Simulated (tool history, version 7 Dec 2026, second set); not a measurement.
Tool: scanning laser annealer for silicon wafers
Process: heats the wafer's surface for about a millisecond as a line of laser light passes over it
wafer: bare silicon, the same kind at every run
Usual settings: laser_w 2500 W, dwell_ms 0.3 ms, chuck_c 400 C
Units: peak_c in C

run    hour  laser_w  dwell_ms  chuck_c  peak_c
  1       0     2500       0.3      400    1227
  2    17.9     2500       0.3      399    1226
  3    50.9     2500       0.3      399    1225
  4    85.4     2500      0.29      400    1214
  5   103.5     2500       0.3      398    1222
  6   128.7     2500       0.3      400    1226
  7     169     2500       0.3      400    1224
  8   204.7     2500       0.3      400    1224
  9   222.4     2219       0.3      400    1126
 10   251.6     2219       0.3      400    1130
 11   274.3     2219       0.3      400    1130
 12   313.4     2219       0.3      400    1126
 13   351.4     2500       0.3      394    1216
 14   377.8     2500       0.3      394    1215
      396.1  -- window over the wafer cleaned
 15   406.7     2500       0.3      389    1204
 16   447.6     2500       0.3      389    1201
 17   466.1     2500       0.3      400    1215
 18   501.6     2500       0.3      400    1216
 19   529.7     2500       0.3      400    1219
      542.4  -- optics aligned, line set to its width
 20   553.8     2500       0.3      400    1218
 21   577.2     2500       0.3      400    1217
 22   598.3     2458     0.308      383    1200
      610.7  -- window over the wafer cleaned, once more
 23   627.8     2373     0.334      367    1212
 24   646.1     2236     0.333      423    1213
 25   677.8     2500     0.286      383    1202
 26   717.6     2500     0.291      400    1226
 27   742.5     2500       0.3      373    1210
 28   764.9     2500       0.3      373    1213
 29   783.4     2630       0.3      400    1283
 30   808.1     2234       0.3      400    1144
 31     838     2234       0.3      400    1147
 32   856.4     2283       0.3      400    1167
 33   884.1     2263     0.301      395    1154
 34   902.8     2263     0.301      395    1150
 35   933.9     2267     0.288      385    1128
 36   972.5     2208     0.311      366    1115
 37  1015.5     2208     0.311      366    1116
 38  1040.4     2222      0.34      400    1185
 39    1070     2688      0.31      394    1307
 40  1104.9     2517     0.361      417    1340
 41    1126     2565     0.343      423    1340

3 ways to go on from here, each from the tool as it stands after run 41. What would each give?
  A  1145.4     2565     0.259      398       ?
  B  1145.4     2743     0.343      394       ?
  C  1145.4     2565     0.343      425       ?

run  peak_c
  A    1193
  B    1378
  C    1344
Without the tool's hidden state the same runs would have given:
run  peak_c
  A    1203
  B    1390
  C    1356
